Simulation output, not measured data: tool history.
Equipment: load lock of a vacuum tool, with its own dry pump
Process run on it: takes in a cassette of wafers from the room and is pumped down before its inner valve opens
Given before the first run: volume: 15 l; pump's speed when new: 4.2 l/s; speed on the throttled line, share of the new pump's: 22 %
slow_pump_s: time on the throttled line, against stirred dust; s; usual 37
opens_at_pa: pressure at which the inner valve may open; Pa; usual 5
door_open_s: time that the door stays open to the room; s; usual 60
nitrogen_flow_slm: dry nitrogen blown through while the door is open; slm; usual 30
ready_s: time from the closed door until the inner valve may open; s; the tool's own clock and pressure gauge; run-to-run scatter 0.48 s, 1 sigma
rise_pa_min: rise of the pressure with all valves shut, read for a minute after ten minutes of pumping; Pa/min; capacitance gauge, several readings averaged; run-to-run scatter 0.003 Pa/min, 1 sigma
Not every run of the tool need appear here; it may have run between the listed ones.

| run | hour | slow_pump_s | opens_at_pa | door_open_s | nitrogen_flow_slm | incoming humidity of the room's air, % | ready_s | rise_pa_min |
|---|---|---|---|---|---|---|---|---|
| 1 | 0.0 | 37 | 5 | 60 | 30 | 43.9 | 67.4 | 0.059 |
| 2 | 207.4 | 37 | 5 | 60 | 30 | 46.0 | 67.1 | 0.068 |
| 3 | 392.1 | 37 | 5 | 60 | 30 | 47.3 | 66.5 | 0.066 |
| 4 | 544.7 | 37 | 5 | 60 | 30 | 44.5 | 66.0 | 0.072 |
| 5 | 726.5 | 37 | 5 | 60 | 30 | 41.6 | 66.3 | 0.070 |
| 6 | 966.9 | 37 | 5 | 60 | 30 | 42.8 | 66.8 | 0.079 |
| 7 | 1088.6 | 37 | 5 | 60 | 30 | 45.0 | 66.5 | 0.088 |
| 8 | 1247.8 | 37 | 5 | 60 | 30 | 46.8 | 66.2 | 0.089 |
| 9 | 1515.7 | 37 | 5 | 60 | 30 | 46.2 | 66.5 | 0.098 |
| 10 | 1677.6 | 37 | 5 | 60 | 30 | 44.2 | 67.5 | 0.091 |
| 11 | 1862.0 | 37 | 5 | 60 | 30 | 44.3 | 67.8 | 0.098 |
| 12 | 2073.6 | 37 | 5 | 60 | 30 | 42.3 | 66.9 | 0.101 |
| 13 | 2337.3 | 37 | 5 | 60 | 8 | 47.4 | 67.9 | 0.140 |
| 14 | 2506.6 | 37 | 5 | 60 | 19 | 46.7 | 67.6 | 0.124 |
| 15 | 2713.2 | 20 | 5 | 60 | 30 | 43.7 | 55.4 | 0.117 |
| 16 | 2952.8 | 20 | 5 | 60 | 30 | 46.3 | 54.7 | 0.126 |
| 17 | 3194.0 | 37 | 5 | 60 | 30 | 46.8 | 68.0 | 0.132 |
| 18 | 3330.3 | 37 | 5 | 60 | 30 | 48.0 | 67.9 | 0.139 |
| 19 | 3595.6 | 37 | 5 | 60 | 7 | 46.0 | 68.8 | 0.174 |

Forecast run 20:
| 20 | 3804.5 | 37 | 5 | 113 | 4 | 44.7 | ? | ? |

For run 20 the tool returned ready_s 68.4 s, rise_pa_min 0.222 Pa/min.
Take away the tool's hidden state, keep the run-to-run variation as it was, and the same run would have given ready_s 65.3 s, rise_pa_min 0.117 Pa/min.

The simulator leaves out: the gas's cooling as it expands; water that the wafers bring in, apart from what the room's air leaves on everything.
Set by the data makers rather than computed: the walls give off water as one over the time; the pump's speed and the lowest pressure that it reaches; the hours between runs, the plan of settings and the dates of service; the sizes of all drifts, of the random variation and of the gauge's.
